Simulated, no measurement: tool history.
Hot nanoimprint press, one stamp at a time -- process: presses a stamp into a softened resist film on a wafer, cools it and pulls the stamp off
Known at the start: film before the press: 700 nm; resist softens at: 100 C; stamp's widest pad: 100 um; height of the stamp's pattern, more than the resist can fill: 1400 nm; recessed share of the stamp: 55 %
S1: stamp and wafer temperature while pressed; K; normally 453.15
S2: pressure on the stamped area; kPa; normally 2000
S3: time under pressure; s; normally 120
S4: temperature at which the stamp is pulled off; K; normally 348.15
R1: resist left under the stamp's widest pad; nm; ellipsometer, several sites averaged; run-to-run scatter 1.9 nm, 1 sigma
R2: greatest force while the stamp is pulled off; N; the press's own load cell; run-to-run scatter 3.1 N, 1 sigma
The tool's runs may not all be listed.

Run 1, hour 0: usual settings. Result: R1 300.8 nm, R2 174 N.
Run 2, hour 13: usual settings but S3 181 s. Result: R1 255.5 nm, R2 175 N.
Run 3, hour 32.4: usual settings but S3 181 s, S4 336.15 K. Result: R1 255.3 nm, R2 202 N.
Run 4, hour 42.7: usual settings but S1 443.15 K, S3 181 s, S4 336.15 K. Result: R1 388.1 nm, R2 197 N.
Run 5, hour 57.8: usual settings but S1 443.15 K, S3 181 s, S4 336.15 K. Result: R1 388.8 nm, R2 197 N.
Run 6, hour 78.1: usual settings but S1 443.15 K, S3 181 s, S4 336.15 K. Result: R1 387.1 nm, R2 206 N.
Run 7, hour 94: usual settings but S1 443.15 K, S3 181 s, S4 336.15 K. Result: R1 387 nm, R2 202 N.
Run 8, hour 109.2: usual settings but S2 2480 kPa. Result: R1 272.5 nm, R2 176 N.
Run 9, hour 121.4: usual settings but S1 457.15 K. Result: R1 255.5 nm, R2 176 N.
Run 10, hour 131.2: usual settings. Result: R1 297.9 nm, R2 173 N.
Run 11, hour 148.3: usual settings but S1 457.15 K. Result: R1 252.1 nm, R2 172 N.
Run 12, hour 167.2: usual settings but S4 354.15 K. Result: R1 299.8 nm, R2 167 N.
Run 13, hour 176.8: usual settings but S4 354.15 K. Result: R1 298 nm, R2 163 N.
Run 14, hour 194.5: usual settings but S1 454.15 K, S4 354.15 K. Result: R1 284.3 nm, R2 169 N.
Run 15, hour 213.5: usual settings but S1 454.15 K, S4 354.15 K. Result: R1 283.9 nm, R2 164 N.
Run 16, hour 229.1: usual settings but S2 1240 kPa, S3 186 s. Result: R1 303.4 nm, R2 178 N.
Run 17, hour 243.5: usual settings but S4 339.15 K. Result: R1 299.2 nm, R2 199 N.
Run 18, hour 257.9: usual settings but S4 339.15 K. Result: R1 299.4 nm, R2 204 N.
Run 19, hour 278: usual settings but S4 339.15 K. Result: R1 295.1 nm, R2 212 N.
Run 20, hour 295: usual settings but S1 447.15 K. Result: R1 379.6 nm, R2 175 N.
Run 21, hour 315.3: usual settings but S1 447.15 K. Result: R1 374.1 nm, R2 190 N.
Run 22, hour 326.4: usual settings but S1 447.15 K, S2 1450 kPa. Result: R1 422.6 nm, R2 189 N.
Run 23, hour 342.2: usual settings but S1 447.15 K, S2 1450 kPa. Result: R1 424.4 nm, R2 189 N.
Run 24, hour 358.5: usual settings but S3 168 s. Result: R1 254.1 nm, R2 187 N.
Run 25, hour 372: usual settings but S1 460.15 K, S3 168 s, S4 356.15 K. Result: R1 190.2 nm, R2 169 N.
Run 26, hour 385.2: usual settings but S1 458.15 K, S3 148 s. Result: R1 218.7 nm, R2 184 N.
Run 27, hour 399.1: usual settings but S1 452.15 K, S2 2170 kPa, S4 343.15 K. Result: R1 294.5 nm, R2 204 N.
Run 28, hour 414.9: usual settings but S4 354.15 K. Result: R1 293.3 nm, R2 182 N.
Run 29, hour 424.2: usual settings but S4 354.15 K. Result: R1 294.5 nm, R2 179 N.
Run 30, hour 440.1: usual settings but S1 450.15 K, S2 2160 kPa, S3 115 s, S4 352.15 K. Result: R1 326.9 nm, R2 187 N.

Here are 3 independent what-if runs from the current tool condition. What would each one return?
Run A, hour 450.8: usual settings but S3 202 s, S4 354.15 K. Result: R1 ?, R2 ?.
Run B, hour 450.8: usual settings but S1 458.15 K. Result: R1 ?, R2 ?.
Run C, hour 450.8: usual settings but S1 449.15 K, S4 346.15 K. Result: R1 ?, R2 ?.

run     R1   R2
  A  234.4  179
  B  237.3  197
  C    345  197
With the hidden condition removed and each run's random variation left untouched, the same runs would have given:
run     R1   R2
  A  251.4  135
  B  253.4  149
  C  367.2  148
